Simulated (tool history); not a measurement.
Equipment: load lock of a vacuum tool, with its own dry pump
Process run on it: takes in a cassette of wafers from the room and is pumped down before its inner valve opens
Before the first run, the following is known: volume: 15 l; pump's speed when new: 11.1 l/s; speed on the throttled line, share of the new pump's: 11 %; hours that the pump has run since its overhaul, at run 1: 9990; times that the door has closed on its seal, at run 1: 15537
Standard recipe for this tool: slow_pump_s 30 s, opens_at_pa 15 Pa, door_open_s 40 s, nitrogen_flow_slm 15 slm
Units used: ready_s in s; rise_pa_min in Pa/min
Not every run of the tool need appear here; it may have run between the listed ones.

run,day,slow_pump_s,opens_at_pa,door_open_s,nitrogen_flow_slm,hours that the pump has run since its overhaul,times that the door has closed on its seal,"incoming humidity of the room's air, %",ready_s,rise_pa_min
1,0,30,15,40,15,9990,15537,42.7,38.3,0.028
2,18.583,30,15,142,15,10436,17353,48.8,38.9,0.062
3,40.071,46,15,40,15,10952,19453,44.8,53.1,0.025
4,65.958,30,15,40,15,11573,21982,44.8,38.6,0.03
5,80.35,30,15,40,15,11919,23389,45.3,38.7,0.032
6,98.529,30,15,40,15,12355,25165,46.4,38.1,0.025
7,126.321,38,15,40,15,13022,27880,47.6,45.6,0.024
# day 136.575: door's seal changed, seat wiped
8,143.042,38,15,40,15,13422,632,45.1,45.7,0.025
# day 151.588: dry pump taken out, an overhauled one fitted
9,158.3,30,10,40,15,161,2099,47.6,38,0.029
10,178.292,30,10,40,15,641,4052,46,39.1,0.028
11,193.417,30,10,40,15,1004,5530,45.9,39,0.024
12,209.683,30,15,40,13,1394,7119,42.5,39.1,0.031
13,233.725,30,15,40,13,1971,9468,44.2,40.1,0.024
14,258.925,30,15,40,13,2576,11931,46.4,38.5,0.033
15,274.454,30,23,40,15,2949,13448,45.9,38,0.028
16,300.621,30,23,40,15,3577,16004,43.1,38.1,0.031
17,326.671,30,23,40,15,4202,18550,44.6,38.1,0.034
18,345.179,30,23,40,15,4646,20359,45.3,37.9,0.034
19,372.792,45,12,51,14,5309,23056,47.8,52.4,0.04

Expected results for the next run?
20,392.596,45,22,131,28,5784,24992,45.1,?,?

{"run 20": {"ready_s": 51.8, "rise_pa_min": 0.042}}
Without the tool's hidden state the same run would have given ready_s 51.8 s, rise_pa_min 0.041 Pa/min.

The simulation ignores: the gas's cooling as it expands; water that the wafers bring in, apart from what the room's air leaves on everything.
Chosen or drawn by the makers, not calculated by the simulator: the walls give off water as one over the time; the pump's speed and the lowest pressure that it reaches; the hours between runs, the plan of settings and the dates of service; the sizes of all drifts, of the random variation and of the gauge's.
